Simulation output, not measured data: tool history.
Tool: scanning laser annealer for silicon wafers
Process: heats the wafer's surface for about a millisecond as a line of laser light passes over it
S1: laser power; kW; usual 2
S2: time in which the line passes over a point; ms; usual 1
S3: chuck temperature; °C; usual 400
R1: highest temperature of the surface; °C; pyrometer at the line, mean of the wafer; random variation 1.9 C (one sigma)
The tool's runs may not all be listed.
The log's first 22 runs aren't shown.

Run 23, day 46.008: usual settings but S1 2.065 kW, S2 0.91 ms, S3 404 °C. Result: R1 1095 °C.
Run 24, day 47.392: usual settings but S1 2.065 kW, S2 0.91 ms, S3 404 °C. Result: R1 1098 °C.
Run 25, day 49.621: usual settings but S1 2.022 kW, S2 0.85 ms, S3 378 °C. Result: R1 1030 °C.
Run 26, day 51.488: usual settings but S1 2.058 kW, S2 0.72 ms. Result: R1 1015 °C.
Run 27, day 53.858: usual settings but S1 2.158 kW, S2 0.95 ms, S3 426 °C. Result: R1 1167 °C.
Run 28, day 56.521: usual settings but S1 2.158 kW, S2 1.19 ms, S3 417 °C. Result: R1 1231 °C.
Run 29, day 59.275: usual settings but S2 0.85 ms. Result: R1 1034 °C.
Run 30, day 60.958: usual settings but S1 1.805 kW, S2 0.86 ms, S3 387 °C. Result: R1 949 °C.
Run 31, day 63.721: usual settings but S1 1.805 kW, S2 0.75 ms, S3 387 °C. Result: R1 908 °C.
Run 32, day 65.425: usual settings but S1 1.711 kW, S3 421 °C. Result: R1 981 °C.
Run 33, day 67.792: usual settings but S1 1.711 kW, S3 421 °C. Result: R1 974 °C.
Run 34, day 70.525: usual settings but S2 0.76 ms, S3 435 °C. Result: R1 1028 °C.
At day 71.342: window over the wafer cleaned.
Run 35, day 73.529: usual settings but S2 0.76 ms, S3 435 °C. Result: R1 1053 °C.
At day 74.488: optics aligned, line set to its width.
Run 36, day 75.362: usual settings but S3 386 °C. Result: R1 1101 °C.
Run 37, day 77.25: usual settings but S1 2.062 kW, S2 0.83 ms, S3 433 °C. Result: R1 1109 °C.
Run 38, day 78.892: usual settings but S1 1.943 kW, S2 1.12 ms, S3 433 °C. Result: R1 1153 °C.
Run 39, day 81.308: usual settings but S1 1.943 kW, S2 1.12 ms, S3 377 °C. Result: R1 1099 °C.
Run 40, day 83.975: usual settings but S1 1.943 kW, S2 1.22 ms, S3 392 °C. Result: R1 1138 °C.
Run 41, day 86.879: usual settings but S1 1.943 kW, S2 1.22 ms, S3 392 °C. Result: R1 1137 °C.

3 ways to go on from here, each from the tool as it stands after run 41. What would each give?
Run A, day 89.121: usual settings but S1 1.93 kW, S2 0.82 ms, S3 423 °C. Result: R1 ?.
Run B, day 89.121: usual settings but S1 1.943 kW, S2 0.96 ms, S3 392 °C. Result: R1 ?.
Run C, day 89.121: usual settings but S1 1.943 kW, S2 1.14 ms, S3 376 °C. Result: R1 ?.

run    R1
  A  1032
  B  1049
  C  1091
Without the tool's hidden state the same runs would have given:
run    R1
  A  1054
  B  1074
  C  1117
